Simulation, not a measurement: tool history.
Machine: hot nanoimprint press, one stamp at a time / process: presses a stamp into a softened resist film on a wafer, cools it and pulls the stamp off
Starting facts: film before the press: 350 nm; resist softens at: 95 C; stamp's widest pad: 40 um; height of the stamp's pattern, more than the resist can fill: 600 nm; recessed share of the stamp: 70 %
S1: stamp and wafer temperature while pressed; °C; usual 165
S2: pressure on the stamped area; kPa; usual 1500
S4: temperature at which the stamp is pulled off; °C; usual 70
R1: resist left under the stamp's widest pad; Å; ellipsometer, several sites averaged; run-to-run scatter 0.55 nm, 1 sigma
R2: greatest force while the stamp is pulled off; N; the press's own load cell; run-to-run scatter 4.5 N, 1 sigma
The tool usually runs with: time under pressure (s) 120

run 1 hour=0.0 | S1=165 S2=1500 time_under_pressure_(s)=120 S4=70 | R1=2005 R2=279
run 2 hour=51.8 | S1=165 S2=1500 time_under_pressure_(s)=120 S4=70 | R1=2003 R2=287
run 3 hour=85.7 | S1=165 S2=1500 time_under_pressure_(s)=120 S4=70 | R1=1998 R2=291
run 4 hour=148.0 | S1=165 S2=1500 time_under_pressure_(s)=120 S4=70 | R1=1989 R2=304
run 5 hour=194.8 | S1=165 S2=1500 time_under_pressure_(s)=120 S4=70 | R1=1989 R2=304
-- hour=201.1 plate thermocouple calibrated
-- hour=217.9 stamp cleaned and given a new release coat
run 6 hour=254.8 | S1=165 S2=1500 time_under_pressure_(s)=120 S4=70 | R1=1964 R2=238
run 7 hour=309.0 | S1=165 S2=1500 time_under_pressure_(s)=120 S4=70 | R1=1952 R2=237
-- hour=333.4 plate thermocouple calibrated, once more
run 8 hour=358.6 | S1=165 S2=1500 time_under_pressure_(s)=120 S4=70 | R1=2021 R2=253
run 9 hour=418.0 | S1=165 S2=1500 time_under_pressure_(s)=99 S4=58 | R1=2142 R2=314
run 10 hour=458.3 | S1=167 S2=2060 time_under_pressure_(s)=120 S4=70 | R1=1639 R2=265
-- hour=473.8 press's hydraulic seals changed and the load cell set to zero
run 11 hour=506.6 | S1=170 S2=1500 time_under_pressure_(s)=179 S4=70 | R1=1404 R2=286
run 12 hour=538.2 | S1=170 S2=1500 time_under_pressure_(s)=179 S4=70 | R1=1406 R2=289
run 13 hour=597.5 | S1=170 S2=1500 time_under_pressure_(s)=179 S4=70 | R1=1397 R2=294
run 14 hour=649.7 | S1=156 S2=2110 time_under_pressure_(s)=120 S4=70 | R1=2436 R2=305
-- hour=682.2 stamp cleaned and given a new release coat
run 15 hour=718.1 | S1=165 S2=1140 time_under_pressure_(s)=120 S4=70 | R1=2164 R2=238

Below are 5 alternative next runs, each starting from the tool's condition after run 15. Predict each:
run A hour=749.5 | S1=163 S2=1140 time_under_pressure_(s)=153 S4=77 | R1=? R2=?
run B hour=749.5 | S1=163 S2=960 time_under_pressure_(s)=120 S4=68 | R1=? R2=?
run C hour=749.5 | S1=170 S2=1140 time_under_pressure_(s)=95 S4=76 | R1=? R2=?
run D hour=749.5 | S1=165 S2=2030 time_under_pressure_(s)=89 S4=74 | R1=? R2=?
run E hour=749.5 | S1=159 S2=1360 time_under_pressure_(s)=120 S4=63 | R1=? R2=?

run=A R1=2148 R2=211
run=B R1=2426 R2=248
run=C R1=1966 R2=223
run=D R1=1947 R2=227
run=E R1=2471 R2=267
With no hidden state in the tool, these same runs would have given:
run=A R1=2197 R2=204
run=B R1=2472 R2=240
run=C R1=2010 R2=216
run=D R1=1991 R2=219
run=E R1=2518 R2=258
